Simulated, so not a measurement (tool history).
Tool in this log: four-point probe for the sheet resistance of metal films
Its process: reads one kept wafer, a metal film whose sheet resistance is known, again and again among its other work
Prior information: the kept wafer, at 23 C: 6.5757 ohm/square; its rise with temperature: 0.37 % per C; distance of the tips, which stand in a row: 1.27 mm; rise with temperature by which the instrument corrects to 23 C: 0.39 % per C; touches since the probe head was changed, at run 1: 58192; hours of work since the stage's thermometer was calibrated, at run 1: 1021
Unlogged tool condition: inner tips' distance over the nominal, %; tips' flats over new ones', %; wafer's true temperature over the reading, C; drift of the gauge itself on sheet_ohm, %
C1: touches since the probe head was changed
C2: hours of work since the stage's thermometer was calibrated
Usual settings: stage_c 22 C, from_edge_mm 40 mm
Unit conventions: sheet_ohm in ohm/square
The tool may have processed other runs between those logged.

Run 1, hour 0: usual settings; C1 58192; C2 1021. Result: sheet_ohm 6.588943 ohm/square.
Run 2, hour 77: usual settings; C1 61345; C2 1071. Result: sheet_ohm 6.591234 ohm/square.
Run 3, hour 129.3: usual settings but stage_c 21 C; C1 63486; C2 1106. Result: sheet_ohm 6.591213 ohm/square.
Run 4, hour 189.9: usual settings but stage_c 21 C; C1 65966; C2 1146. Result: sheet_ohm 6.595226 ohm/square.
Run 5, hour 249.5: usual settings but stage_c 21 C; C1 68403; C2 1185. Result: sheet_ohm 6.595671 ohm/square.
Run 6, hour 292: usual settings but stage_c 29 C; C1 70143; C2 1213. Result: sheet_ohm 6.585585 ohm/square.
Run 7, hour 355.1: usual settings but stage_c 29 C; C1 72728; C2 1255. Result: sheet_ohm 6.58896 ohm/square.
Run 8, hour 430.2: usual settings; C1 75798; C2 1304. Result: sheet_ohm 6.595995 ohm/square.
Run 9, hour 500.2: usual settings; C1 78664; C2 1351. Result: sheet_ohm 6.597748 ohm/square.
Run 10, hour 568: usual settings; C1 81439; C2 1395. Result: sheet_ohm 6.600216 ohm/square.
Run 11, hour 606.1: usual settings; C1 82999; C2 1420. Result: sheet_ohm 6.600784 ohm/square.
Run 12, hour 652.3: usual settings; C1 84889; C2 1451. Result: sheet_ohm 6.600684 ohm/square.
Run 13, hour 721.5: usual settings; C1 87722; C2 1497. Result: sheet_ohm 6.599901 ohm/square.
Run 14, hour 770.5: usual settings; C1 89730; C2 1529. Result: sheet_ohm 6.605023 ohm/square.
Run 15, hour 822.9: usual settings; C1 91872; C2 1563. Result: sheet_ohm 6.604633 ohm/square.
Run 16, hour 855.6: usual settings but stage_c 31 C, from_edge_mm 3 mm; C1 93209; C2 1585. Result: sheet_ohm 7.165288 ohm/square.
Run 17, hour 924.3: usual settings but stage_c 31 C, from_edge_mm 3 mm; C1 96022; C2 1630. Result: sheet_ohm 7.165536 ohm/square.
Run 18, hour 975: usual settings but from_edge_mm 12 mm; C1 98098; C2 1664. Result: sheet_ohm 6.644834 ohm/square.
Run 19, hour 1033.2: usual settings but from_edge_mm 12 mm; C1 100482; C2 1702. Result: sheet_ohm 6.645146 ohm/square.
Run 20, hour 1087.2: usual settings but stage_c 30 C, from_edge_mm 7 mm; C1 102691; C2 1738. Result: sheet_ohm 6.707493 ohm/square.
Run 21, hour 1123.4: usual settings but stage_c 18 C, from_edge_mm 15 mm; C1 104174; C2 1762. Result: sheet_ohm 6.637951 ohm/square.
Run 22, hour 1187.7: usual settings but stage_c 21 C, from_edge_mm 10 mm; C1 106806; C2 1804. Result: sheet_ohm 6.66565 ohm/square.
At hour 1215.5: stage's thermometer calibrated.
Run 23, hour 1221: usual settings but stage_c 24 C, from_edge_mm 14 mm; C1 108148; C2 4. Result: sheet_ohm 6.620855 ohm/square.
Run 24, hour 1281.5: usual settings but from_edge_mm 45 mm; C1 110623; C2 43. Result: sheet_ohm 6.597928 ohm/square.
Run 25, hour 1360.2: usual settings but from_edge_mm 45 mm; C1 113846; C2 95. Result: sheet_ohm 6.598848 ohm/square.
Run 26, hour 1430.6: usual settings but from_edge_mm 45 mm; C1 116725; C2 142. Result: sheet_ohm 6.60057 ohm/square.
At hour 1444.6: new probe head fitted.
Run 27, hour 1481.7: usual settings but stage_c 23 C, from_edge_mm 8 mm; C1 1520; C2 175. Result: sheet_ohm 6.670849 ohm/square.
Run 28, hour 1537.7: usual settings but stage_c 23 C, from_edge_mm 8 mm; C1 3813; C2 212. Result: sheet_ohm 6.668676 ohm/square.

Forecast each of these 4 alternatives for the next run:
Run A, hour 1608.2: usual settings but stage_c 18 C, from_edge_mm 30 mm; C1 6699; C2 258. Result: sheet_ohm ?.
Run B, hour 1608.2: usual settings but stage_c 19 C, from_edge_mm 23 mm; C1 6699; C2 258. Result: sheet_ohm ?.
Run C, hour 1608.2: usual settings but stage_c 26 C, from_edge_mm 4 mm; C1 6699; C2 258. Result: sheet_ohm ?.
Run D, hour 1608.2: usual settings but stage_c 23 C, from_edge_mm 43 mm; C1 6699; C2 258. Result: sheet_ohm ?.

run  sheet_ohm
  A   6.595807
  B   6.597888
  C   6.914027
  D   6.583972
Take away the tool's hidden state, keep each run's random variation, and the runs would have read:
run  sheet_ohm
  A   6.589711
  B   6.591791
  C   6.907663
  D   6.577886

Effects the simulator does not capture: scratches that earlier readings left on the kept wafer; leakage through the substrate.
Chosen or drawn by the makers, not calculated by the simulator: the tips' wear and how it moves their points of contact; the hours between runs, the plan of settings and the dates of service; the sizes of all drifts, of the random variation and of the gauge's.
